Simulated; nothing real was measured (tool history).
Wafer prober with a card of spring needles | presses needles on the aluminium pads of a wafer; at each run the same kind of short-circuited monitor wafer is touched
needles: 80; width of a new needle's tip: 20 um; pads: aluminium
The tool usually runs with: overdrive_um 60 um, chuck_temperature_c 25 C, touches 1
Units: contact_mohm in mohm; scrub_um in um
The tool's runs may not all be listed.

Run 1, hour 0: usual settings. Result: contact_mohm 160 mohm, scrub_um 13.43 um.
Run 2, hour 6.4: usual settings. Result: contact_mohm 159 mohm, scrub_um 13.47 um.
At hour 8.3: tips cleaned on abrasive film.
Run 3, hour 11.2: usual settings. Result: contact_mohm 158 mohm, scrub_um 13.49 um.
At hour 16.4: tips cleaned on abrasive film.
Run 4, hour 16.4: usual settings but overdrive_um 79 um. Result: contact_mohm 158 mohm, scrub_um 17.52 um.
Run 5, hour 22.9: usual settings but overdrive_um 79 um. Result: contact_mohm 157 mohm, scrub_um 17.41 um.
At hour 24.3: tips cleaned on abrasive film.
At hour 32.4: tips cleaned on abrasive film.
Run 6, hour 33.9: usual settings but overdrive_um 79 um, chuck_temperature_c 41 C. Result: contact_mohm 161 mohm, scrub_um 17.92 um.
At hour 41.2: tips cleaned on abrasive film.
Run 7, hour 42.5: usual settings but overdrive_um 79 um, chuck_temperature_c 41 C. Result: contact_mohm 160 mohm, scrub_um 17.42 um.
At hour 49.3: tips cleaned on abrasive film.
Run 8, hour 50.2: usual settings but overdrive_um 79 um, chuck_temperature_c 41 C. Result: contact_mohm 161 mohm, scrub_um 17.39 um.
Run 9, hour 56.3: usual settings. Result: contact_mohm 160 mohm, scrub_um 13.24 um.
At hour 57.3: tips cleaned on abrasive film.
Run 10, hour 64.9: usual settings. Result: contact_mohm 159 mohm, scrub_um 13.3 um.
At hour 65.4: tips cleaned on abrasive film.
Run 11, hour 72.6: usual settings. Result: contact_mohm 161 mohm, scrub_um 13.26 um.
At hour 73.8: tips cleaned on abrasive film.
Run 12, hour 79.1: usual settings. Result: contact_mohm 158 mohm, scrub_um 13.42 um.
At hour 81.8: tips cleaned on abrasive film.
Run 13, hour 87.5: usual settings but chuck_temperature_c 66 C. Result: contact_mohm 170 mohm, scrub_um 13.18 um.
At hour 90.4: tips cleaned on abrasive film.
Run 14, hour 94.9: usual settings but overdrive_um 42 um. Result: contact_mohm 167 mohm, scrub_um 9.56 um.
At hour 99.2: tips cleaned on abrasive film.
Run 15, hour 100.8: usual settings but overdrive_um 57 um. Result: contact_mohm 164 mohm, scrub_um 12.74 um.
Run 16, hour 106.4: usual settings but overdrive_um 56 um, touches 2. Result: contact_mohm 158 mohm, scrub_um 12.63 um.
At hour 107.5: tips cleaned on abrasive film.
At hour 115.8: tips cleaned on abrasive film.
Run 17, hour 116.5: usual settings but overdrive_um 56 um, touches 2. Result: contact_mohm 164 mohm, scrub_um 12.44 um.
At hour 124.5: tips cleaned on abrasive film.
Run 18, hour 126.2: usual settings but overdrive_um 57 um, chuck_temperature_c 35 C. Result: contact_mohm 165 mohm, scrub_um 12.61 um.
At hour 133: tips cleaned on abrasive film.
Run 19, hour 135.5: usual settings but overdrive_um 65 um, chuck_temperature_c 35 C, touches 2. Result: contact_mohm 160 mohm, scrub_um 14.4 um.
Run 20, hour 140.2: usual settings but overdrive_um 65 um, chuck_temperature_c 35 C, touches 2. Result: contact_mohm 162 mohm, scrub_um 14.45 um.
At hour 141.1: tips cleaned on abrasive film.
Run 21, hour 148.7: usual settings but overdrive_um 65 um, chuck_temperature_c 35 C, touches 2. Result: contact_mohm 164 mohm, scrub_um 14.63 um.
At hour 149.5: tips cleaned on abrasive film.
At hour 157.6: tips cleaned on abrasive film.
Run 22, hour 158.9: usual settings but overdrive_um 65 um, chuck_temperature_c 35 C, touches 2. Result: contact_mohm 160 mohm, scrub_um 14.19 um.
At hour 166.4: tips cleaned on abrasive film.
Run 23, hour 166.6: usual settings but overdrive_um 48 um, chuck_temperature_c 95 C. Result: contact_mohm 176 mohm, scrub_um 10.8 um.
Run 24, hour 173.8: usual settings. Result: contact_mohm 159 mohm, scrub_um 13.15 um.
At hour 174.9: tips cleaned on abrasive film.
At hour 183.3: tips cleaned on abrasive film.
Run 25, hour 183.8: usual settings. Result: contact_mohm 161 mohm, scrub_um 13.08 um.
At hour 191.7: tips cleaned on abrasive film.
Run 26, hour 191.7: usual settings but chuck_temperature_c 81 C, touches 2. Result: contact_mohm 166 mohm, scrub_um 13.43 um.

4 options for the next run, each taken on its own from the tool as it stands now. Forecast them:
At hour 199.6: tips cleaned on abrasive film.
Run A, hour 201.3: usual settings but chuck_temperature_c 41 C. Result: contact_mohm ?, scrub_um ?.
At hour 199.6: tips cleaned on abrasive film.
Run B, hour 201.3: usual settings but chuck_temperature_c 81 C, touches 2. Result: contact_mohm ?, scrub_um ?.
At hour 199.6: tips cleaned on abrasive film.
Run C, hour 201.3: usual settings but overdrive_um 69 um, chuck_temperature_c 94 C, touches 2. Result: contact_mohm ?, scrub_um ?.
At hour 199.6: tips cleaned on abrasive film.
Run D, hour 201.3: usual settings but touches 2. Result: contact_mohm ?, scrub_um ?.

run  contact_mohm  scrub_um
  A           163     13.09
  B           168     13.18
  C           169     15.43
  D           159     13.48
Without the tool's hidden state the same runs would have given:
run  contact_mohm  scrub_um
  A           163     13.11
  B           168      13.2
  C           169     15.45
  D           159      13.5
